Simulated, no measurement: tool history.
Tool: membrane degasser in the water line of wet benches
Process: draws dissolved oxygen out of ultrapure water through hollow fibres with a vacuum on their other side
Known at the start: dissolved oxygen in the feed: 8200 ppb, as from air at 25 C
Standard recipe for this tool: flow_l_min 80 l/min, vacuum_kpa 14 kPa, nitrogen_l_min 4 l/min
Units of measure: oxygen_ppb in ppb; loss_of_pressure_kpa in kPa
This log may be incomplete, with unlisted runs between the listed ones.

| run | hour | flow_l_min | vacuum_kpa | nitrogen_l_min | oxygen_ppb | loss_of_pressure_kpa |
|---|---|---|---|---|---|---|
| 1 | 0 | 80 | 14 | 4 | 530.2 | 54.33 |
| 2 | 123.3 | 80 | 14 | 4 | 528.3 | 54.46 |
| 3 | 261.6 | 80 | 14 | 5.83 | 401.9 | 54.35 |
| 4 | 415.1 | 80 | 14 | 5.83 | 396.8 | 54.66 |
| 5 | 500.3 | 80 | 14 | 5.83 | 399.9 | 54.73 |
| 6 | 609.3 | 80 | 14 | 2 | 862.9 | 54.63 |
| 7 | 694.6 | 80 | 14 | 7.81 | 323.2 | 54.96 |
|  | 742.9 | seals of the vacuum lines changed |
| 8 | 768.6 | 80 | 14 | 3.38 | 601.9 | 54.93 |
| 9 | 841.2 | 80 | 14 | 3.38 | 588.3 | 54.63 |
| 10 | 935.8 | 80 | 14 | 4 | 530.5 | 55.01 |
| 11 | 1009.8 | 80 | 14 | 4 | 525.2 | 54.52 |
| 12 | 1124.1 | 80 | 14 | 4 | 528.1 | 54.99 |
| 13 | 1232.5 | 80 | 26.8 | 4 | 1013.5 | 55.06 |
| 14 | 1339.3 | 80 | 14 | 2 | 864.4 | 55.26 |
| 15 | 1477.9 | 80 | 14 | 4 | 526.1 | 55.23 |
| 16 | 1575.4 | 80 | 14 | 4 | 524.2 | 55 |
| 17 | 1682.2 | 85 | 14 | 8.62 | 329.8 | 58.78 |
| 18 | 1760.2 | 85 | 14 | 8.62 | 331 | 58.86 |
| 19 | 1895.3 | 70 | 14 | 9.72 | 231.5 | 48.51 |
| 20 | 1987.7 | 98 | 12.2 | 2.18 | 863.5 | 67.57 |
| 21 | 2120.2 | 98 | 12.2 | 2.18 | 874.4 | 68.24 |
| 22 | 2236.4 | 98 | 12.2 | 2.18 | 869 | 68.39 |

What does the tool deliver on the next run?
| 23 | 2323.5 | 98 | 12.2 | 2.18 | ? | ? |

oxygen_ppb: 874.6 ppb
loss_of_pressure_kpa: 68.18 kPa
On a tool with no hidden condition, and with the same random variation, this run would have come out at oxygen_ppb 840.2 ppb, loss_of_pressure_kpa 66.05 kPa.
